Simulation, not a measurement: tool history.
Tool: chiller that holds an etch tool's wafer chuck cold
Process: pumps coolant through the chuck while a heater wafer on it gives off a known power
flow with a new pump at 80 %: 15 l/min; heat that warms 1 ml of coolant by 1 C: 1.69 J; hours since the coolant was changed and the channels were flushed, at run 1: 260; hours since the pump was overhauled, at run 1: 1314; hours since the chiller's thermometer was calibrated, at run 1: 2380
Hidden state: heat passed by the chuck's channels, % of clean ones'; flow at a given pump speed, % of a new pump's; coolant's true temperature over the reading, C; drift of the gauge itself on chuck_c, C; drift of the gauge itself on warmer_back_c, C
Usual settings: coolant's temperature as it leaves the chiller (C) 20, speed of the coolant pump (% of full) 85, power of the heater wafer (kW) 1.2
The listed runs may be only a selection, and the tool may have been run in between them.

run   hour  coolant's temperature as it leaves the chiller (C)  speed of the coolant pump (% of full)  power of the heater wafer (kW)  hours since the coolant was changed and the channels were flushed  hours since the pump was overhauled  hours since the chiller's thermometer was calibrated  chuck's temperature once it has settled (K)  how much warmer the coolant comes back (C)
  1      0                                                  20                                     85                             1.2                                                                260                                 1314                                                  2380                                       301.05                                        2.69
  2   30.7                                                  20                                     85                             1.2                                                                291                                 1345                                                  2411                                       300.95                                        2.72
  3   58.6                                                  20                                     85                             1.2                                                                319                                 1372                                                  2439                                       300.85                                        2.67
  4     74                                                  20                                     85                             1.2                                                                334                                 1388                                                  2454                                       300.85                                        2.71
  5   89.2                                                  20                                     85                             1.2                                                                349                                 1403                                                  2469                                       300.85                                        2.66
  6  116.5                                                  20                                     85                             1.2                                                                377                                 1430                                                  2497                                       301.05                                        2.67
  7  130.2                                                  20                                     85                             1.2                                                                390                                 1444                                                  2510                                       300.95                                        2.66
  8  145.3                                                  20                                     85                             1.2                                                                406                                 1459                                                  2526                                       301.05                                        2.66
  9  175.1                                                  20                                     89                             1.2                                                                435                                 1489                                                  2555                                       300.85                                        2.53
 10  194.8                                                  20                                     89                             1.2                                                                455                                 1509                                                  2575                                       300.75                                         2.5
 11  227.7                                                  25                                     89                             1.2                                                                488                                 1541                                                  2608                                       305.85                                        2.54
 12  245.5                                                  20                                     85                             1.2                                                                506                                 1559                                                  2626                                       300.85                                        2.71
 13  277.5                                                  20                                     85                             1.2                                                                538                                 1591                                                  2658                                       301.05                                        2.66
 14  310.4                                                  20                                     85                             1.2                                                                571                                 1624                                                  2691                                       300.95                                        2.65
 15  333.1                                                  20                                     85                             1.2                                                                593                                 1647                                                  2713                                       300.85                                        2.69

Forecast run 16:
 16  347.1                                                  14                                     64                             1.2                                                                607                                 1661                                                  2727                                            ?                                           ?

{"run 16": {"chuck's temperature once it has settled (K)": 296.35, "how much warmer the coolant comes back (C)": 3.54}}
Were there no unlogged condition in the tool, this run, its random variation unchanged, would have produced chuck's temperature once it has settled (K) 296.35, how much warmer the coolant comes back (C) 3.54.

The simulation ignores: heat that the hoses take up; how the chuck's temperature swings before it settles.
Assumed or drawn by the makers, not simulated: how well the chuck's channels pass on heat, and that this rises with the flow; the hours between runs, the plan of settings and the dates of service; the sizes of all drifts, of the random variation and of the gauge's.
